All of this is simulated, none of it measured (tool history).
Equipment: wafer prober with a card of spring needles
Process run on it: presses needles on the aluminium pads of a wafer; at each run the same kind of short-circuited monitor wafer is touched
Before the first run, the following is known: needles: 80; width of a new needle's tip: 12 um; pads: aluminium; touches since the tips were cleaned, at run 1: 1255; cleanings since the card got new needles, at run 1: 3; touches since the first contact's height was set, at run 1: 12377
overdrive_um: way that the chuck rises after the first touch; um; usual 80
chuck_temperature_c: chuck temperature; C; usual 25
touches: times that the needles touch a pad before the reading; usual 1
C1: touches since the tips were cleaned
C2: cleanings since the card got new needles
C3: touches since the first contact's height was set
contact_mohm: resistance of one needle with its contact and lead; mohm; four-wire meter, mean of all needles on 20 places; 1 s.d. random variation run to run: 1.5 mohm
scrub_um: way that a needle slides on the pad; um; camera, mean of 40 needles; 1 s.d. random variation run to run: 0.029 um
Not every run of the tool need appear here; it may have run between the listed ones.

{"run": 1, "hour": 0.0, "overdrive_um": 80, "chuck_temperature_c": 25, "touches": 1, "C1": 1255, "C2": 3, "C3": 12377, "contact_mohm": 142, "scrub_um": 17.75}
{"run": 2, "hour": 6.0, "overdrive_um": 80, "chuck_temperature_c": 25, "touches": 1, "C1": 2539, "C2": 3, "C3": 13661, "contact_mohm": 141, "scrub_um": 17.64}
{"hour": 10.2, "done": "tips cleaned on abrasive film"}
{"run": 3, "hour": 10.9, "overdrive_um": 80, "chuck_temperature_c": 25, "touches": 1, "C1": 156, "C2": 4, "C3": 14707, "contact_mohm": 143, "scrub_um": 17.66}
{"run": 4, "hour": 19.3, "overdrive_um": 80, "chuck_temperature_c": 25, "touches": 1, "C1": 1970, "C2": 4, "C3": 16521, "contact_mohm": 144, "scrub_um": 17.59}
{"run": 5, "hour": 23.9, "overdrive_um": 60, "chuck_temperature_c": 25, "touches": 1, "C1": 2950, "C2": 4, "C3": 17501, "contact_mohm": 145, "scrub_um": 13.14}
{"hour": 26.3, "done": "tips cleaned on abrasive film"}
{"run": 6, "hour": 31.3, "overdrive_um": 60, "chuck_temperature_c": 112, "touches": 1, "C1": 1082, "C2": 5, "C3": 19090, "contact_mohm": 163, "scrub_um": 13.18}
{"run": 7, "hour": 38.6, "overdrive_um": 80, "chuck_temperature_c": 25, "touches": 1, "C1": 2644, "C2": 5, "C3": 20652, "contact_mohm": 143, "scrub_um": 17.48}
{"hour": 42.8, "done": "tips cleaned on abrasive film"}
{"run": 8, "hour": 46.5, "overdrive_um": 80, "chuck_temperature_c": 64, "touches": 1, "C1": 788, "C2": 6, "C3": 22329, "contact_mohm": 149, "scrub_um": 17.43}
{"run": 9, "hour": 52.6, "overdrive_um": 61, "chuck_temperature_c": 83, "touches": 3, "C1": 2118, "C2": 6, "C3": 23659, "contact_mohm": 156, "scrub_um": 13.28}
{"hour": 58.8, "done": "tips cleaned on abrasive film"}
{"run": 10, "hour": 61.2, "overdrive_um": 61, "chuck_temperature_c": 83, "touches": 3, "C1": 512, "C2": 7, "C3": 25489, "contact_mohm": 155, "scrub_um": 13.27}
{"run": 11, "hour": 67.2, "overdrive_um": 88, "chuck_temperature_c": 89, "touches": 3, "C1": 1797, "C2": 7, "C3": 26774, "contact_mohm": 153, "scrub_um": 19.07}
{"run": 12, "hour": 73.2, "overdrive_um": 82, "chuck_temperature_c": 83, "touches": 1, "C1": 3100, "C2": 7, "C3": 28077, "contact_mohm": 151, "scrub_um": 17.68}
{"hour": 74.8, "done": "tips cleaned on abrasive film"}
{"run": 13, "hour": 78.0, "overdrive_um": 80, "chuck_temperature_c": 67, "touches": 2, "C1": 691, "C2": 8, "C3": 29090, "contact_mohm": 151, "scrub_um": 17.36}
{"hour": 78.7, "done": "gauge calibrated"}
{"run": 14, "hour": 86.0, "overdrive_um": 80, "chuck_temperature_c": 67, "touches": 2, "C1": 2412, "C2": 8, "C3": 30811, "contact_mohm": 149, "scrub_um": 17.64}
{"hour": 90.6, "done": "tips cleaned on abrasive film"}
{"run": 15, "hour": 92.1, "overdrive_um": 89, "chuck_temperature_c": 26, "touches": 2, "C1": 313, "C2": 9, "C3": 32101, "contact_mohm": 139, "scrub_um": 19.68}

Hidden state or all else? Some run-to-run changes of scrub_um, split into what the settings, what came in and random variation would give without the hidden state, and what is left for the hidden state (with any gauge scatter that isn't in both results):
Hidden conditions of the tool in this case: debris on the tips, nm; way that the needles fall short of the set height, um; tips' diameter, um; drift of the gauge itself on contact_mohm, %; drift of the gauge itself on scrub_um, %.
Run 10 -> 11: overdrive_um 61 -> 88, chuck_temperature_c 83 -> 89. scrub_um +5.8 um: hidden state -0.16, all else +5.96.
Run 13 -> 14: gauge calibrated. scrub_um +0.28 um: hidden state +0.39, all else -0.11.
